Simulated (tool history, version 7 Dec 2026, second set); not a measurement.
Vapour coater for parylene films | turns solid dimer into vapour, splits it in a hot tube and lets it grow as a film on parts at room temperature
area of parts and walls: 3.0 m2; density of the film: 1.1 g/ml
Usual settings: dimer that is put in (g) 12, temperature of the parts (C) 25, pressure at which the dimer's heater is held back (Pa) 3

run   hour  dimer that is put in (g)  temperature of the parts (C)  pressure at which the dimer's heater is held back (Pa)  thickness of the film (nm)
  1      0                        12                            25                                                       3                        2270
  2   21.5                        12                            18                                                       3                        3010
  3     41                         9                            25                                                       3                        1700
  4   50.4                         9                            25                                                       3                        1660
  5   63.4                         9                            25                                                       3                        1650
  6   73.1                         9                            25                                                       3                        1630
  7   82.4                        12                            25                                                       3                        2190
  8  101.6                        12                            25                                                       3                        2200
  9    121                        12                            25                                                       3                        2240
 10  138.1                         6                            25                                                       3                        1100
 11  157.7                         6                            25                                                    6.14                         950
 12  171.3                         6                            25                                                    6.14                         920
 13  186.5                        12                            25                                                       3                        2200
 14  202.2                        12                            25                                                    9.31                        1720
 15  218.1                        12                            25                                                    9.31                        1720
 16  227.2                         6                            25                                                       3                        1090
 17  237.6                         5                            25                                                       3                         930
 18  253.5                         5                            25                                                       3                         910
 19    273                        12                            25                                                       3                        2150
 20  281.9                         8                            25                                                       3                        1460
 21  295.7                         8                            25                                                       3                        1420
 22  307.9                         8                            25                                                       3                        1440
 23  317.3                         8                            25                                                       3                        1410
 24  327.4                         8                            25                                                    2.65                        1480
 25  345.3                        12                            25                                                    2.38                        2270
 26  360.4                        11                            18                                                    7.06                        2200
 27  370.3                        11                            18                                                    7.06                        2200
 28  382.6                        12                            27                                                    3.05                        1970
 29  392.4                        12                            27                                                    3.05                        1940
 30    411                         5                            36                                                       3                         560
 31  422.1                        12                            18                                                    2.03                        3120
 32  433.5                         7                            25                                                       3                        1250
 33  446.2                         8                            35                                                    3.38                         880
 34  462.3                         5                            25                                                    5.06                         800
 35  474.2                         5                            22                                                    3.45                         970
 36  483.8                         8                            25                                                    3.57                        1360
 37  504.1                        16                            30                                                     2.7                        2290

3 ways to go on from here, each from the tool as it stands after run 37. What would each give?
  A  513.6                        12                            30                                                       3                           ?
  B  513.6                        13                            30                                                     2.7                           ?
  C  513.6                        16                            22                                                     2.7                           ?

run  thickness of the film (nm)
  A                        1650
  B                        1850
  C                        3260
Without the tool's hidden state the same runs would have given:
run  thickness of the film (nm)
  A                        1820
  B                        2040
  C                        3600

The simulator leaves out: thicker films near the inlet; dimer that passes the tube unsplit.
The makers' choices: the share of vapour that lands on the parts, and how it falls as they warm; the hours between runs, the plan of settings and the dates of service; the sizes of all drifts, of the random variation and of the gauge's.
